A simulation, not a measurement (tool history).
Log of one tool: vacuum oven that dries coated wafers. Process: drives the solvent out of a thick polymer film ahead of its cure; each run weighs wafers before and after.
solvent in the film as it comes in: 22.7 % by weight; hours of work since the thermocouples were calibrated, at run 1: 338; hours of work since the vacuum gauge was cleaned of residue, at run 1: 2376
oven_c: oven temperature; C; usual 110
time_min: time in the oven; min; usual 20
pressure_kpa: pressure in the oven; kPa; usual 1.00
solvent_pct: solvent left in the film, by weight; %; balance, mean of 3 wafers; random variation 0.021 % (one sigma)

| run | hour | oven_c | time_min | pressure_kpa | hours of work since the thermocouples were calibrated | hours of work since the vacuum gauge was cleaned of residue | solvent_pct |
|---|---|---|---|---|---|---|---|
| 1 | 0.0 | 110 | 20 | 1.00 | 338 | 2376 | 2.80 |
| 2 | 49.5 | 110 | 20 | 1.00 | 370 | 2409 | 2.79 |
| 3 | 97.3 | 111 | 20 | 1.00 | 402 | 2440 | 2.47 |
|  | 110.3 | vacuum gauge cleaned of residue and calibrated |
| 4 | 141.6 | 99 | 20 | 1.00 | 430 | 21 | 7.11 |
| 5 | 204.5 | 107 | 20 | 1.00 | 471 | 62 | 3.79 |
| 6 | 256.6 | 110 | 20 | 1.00 | 506 | 96 | 2.79 |
| 7 | 332.3 | 110 | 20 | 1.00 | 555 | 146 | 2.81 |
| 8 | 430.1 | 110 | 20 | 1.00 | 620 | 210 | 2.74 |
| 9 | 479.1 | 110 | 20 | 1.00 | 652 | 242 | 2.73 |
|  | 546.8 | oven's thermocouples calibrated |
| 10 | 563.4 | 110 | 20 | 1.00 | 11 | 296 | 3.02 |
|  | 617.9 | vacuum gauge cleaned of residue and calibrated, once more |
| 11 | 630.8 | 110 | 20 | 0.50 | 54 | 8 | 2.60 |
| 12 | 678.9 | 110 | 20 | 0.65 | 86 | 40 | 2.63 |
| 13 | 768.8 | 110 | 20 | 0.65 | 145 | 99 | 2.59 |
| 14 | 864.2 | 110 | 20 | 1.00 | 208 | 162 | 2.69 |
| 15 | 943.9 | 110 | 20 | 1.00 | 260 | 214 | 2.71 |
| 16 | 1001.1 | 123 | 20 | 1.00 | 298 | 252 | 0.41 |
| 17 | 1082.7 | 123 | 20 | 1.00 | 351 | 306 | 0.42 |
| 18 | 1156.4 | 123 | 20 | 1.00 | 400 | 354 | 0.41 |
| 19 | 1240.7 | 110 | 20 | 1.00 | 455 | 409 | 2.61 |
| 20 | 1310.7 | 110 | 20 | 1.00 | 501 | 455 | 2.60 |
| 21 | 1352.7 | 110 | 20 | 1.00 | 529 | 483 | 2.58 |
| 22 | 1412.2 | 110 | 20 | 1.00 | 568 | 522 | 2.58 |
| 23 | 1509.4 | 110 | 13 | 1.00 | 632 | 586 | 4.94 |
| 24 | 1598.6 | 120 | 10 | 2.10 | 690 | 645 | 3.13 |
|  | 1607.3 | oven's thermocouples calibrated |
| 25 | 1689.4 | 120 | 10 | 2.10 | 54 | 703 | 3.49 |
| 26 | 1781.4 | 102 | 21 | 1.66 | 114 | 763 | 5.77 |
| 27 | 1863.2 | 102 | 13 | 0.77 | 168 | 817 | 8.55 |
| 28 | 1914.0 | 111 | 19 | 0.53 | 202 | 851 | 2.57 |
| 29 | 1969.7 | 124 | 13 | 0.67 | 238 | 887 | 1.10 |
| 30 | 2066.6 | 115 | 20 | 0.86 | 302 | 951 | 1.47 |
| 31 | 2160.9 | 115 | 20 | 0.86 | 364 | 1013 | 1.44 |
| 32 | 2248.8 | 115 | 20 | 0.99 | 422 | 1071 | 1.45 |
| 33 | 2339.6 | 115 | 20 | 0.99 | 481 | 1130 | 1.44 |
| 34 | 2390.6 | 122 | 26 | 1.04 | 515 | 1164 | 0.36 |
| 35 | 2431.9 | 110 | 20 | 2.53 | 542 | 1191 | 3.14 |
| 36 | 2509.0 | 122 | 12 | 3.47 | 593 | 1242 | 2.21 |
| 37 | 2573.7 | 122 | 12 | 3.47 | 635 | 1284 | 2.20 |
| 38 | 2633.2 | 101 | 13 | 1.00 | 674 | 1323 | 8.75 |
|  | 2663.0 | oven's thermocouples calibrated |
| 39 | 2715.5 | 115 | 10 | 3.23 | 34 | 1376 | 5.50 |
| 40 | 2811.0 | 106 | 29 | 1.00 | 97 | 1439 | 2.35 |
| 41 | 2891.7 | 110 | 28 | 1.74 | 150 | 1492 | 1.74 |
| 42 | 2985.4 | 110 | 28 | 1.74 | 212 | 1553 | 1.74 |
| 43 | 3039.2 | 110 | 20 | 1.58 | 247 | 1589 | 2.94 |
| 44 | 3133.4 | 110 | 20 | 1.58 | 309 | 1651 | 2.92 |
| 45 | 3201.8 | 110 | 20 | 1.58 | 354 | 1696 | 2.88 |
| 46 | 3250.7 | 102 | 24 | 1.00 | 386 | 1728 | 4.58 |

How the hidden state differs across the entries between the runs, from the last listed run before each to the first after it:
Between runs 3 and 4: vacuum gauge cleaned of residue and calibrated (hour 110.3)
  true wafer temperature over the reading, C: 0.53 -> 0.56; true pressure over the reading, kPa: 0.622 -> 0.776
  measured less the result without the state, solvent_pct: +0.02 -> +0.01 %
Between runs 9 and 10: oven's thermocouples calibrated (hour 546.8)
  true wafer temperature over the reading, C: 0.88 -> -0.01; true pressure over the reading, kPa: 0.836 -> 0.85
  measured less the result without the state, solvent_pct: -0.03 -> +0.25 %
Between runs 10 and 11: vacuum gauge cleaned of residue and calibrated, once more (hour 617.9)
  true wafer temperature over the reading, C: -0.01 -> 0.05; true pressure over the reading, kPa: 0.85 -> -0.022
  measured less the result without the state, solvent_pct: +0.25 -> -0.02 %
Between runs 24 and 25: oven's thermocouples calibrated (hour 1607.3)
  true wafer temperature over the reading, C: 0.96 -> -0.11; true pressure over the reading, kPa: 0.144 -> 0.16
  measured less the result without the state, solvent_pct: -0.27 -> +0.07 %
Between runs 38 and 39: oven's thermocouples calibrated (hour 2663.0)
  true wafer temperature over the reading, C: 0.76 -> 0; true pressure over the reading, kPa: 0.315 -> 0.329
  measured less the result without the state, solvent_pct: -0.23 -> +0.07 %
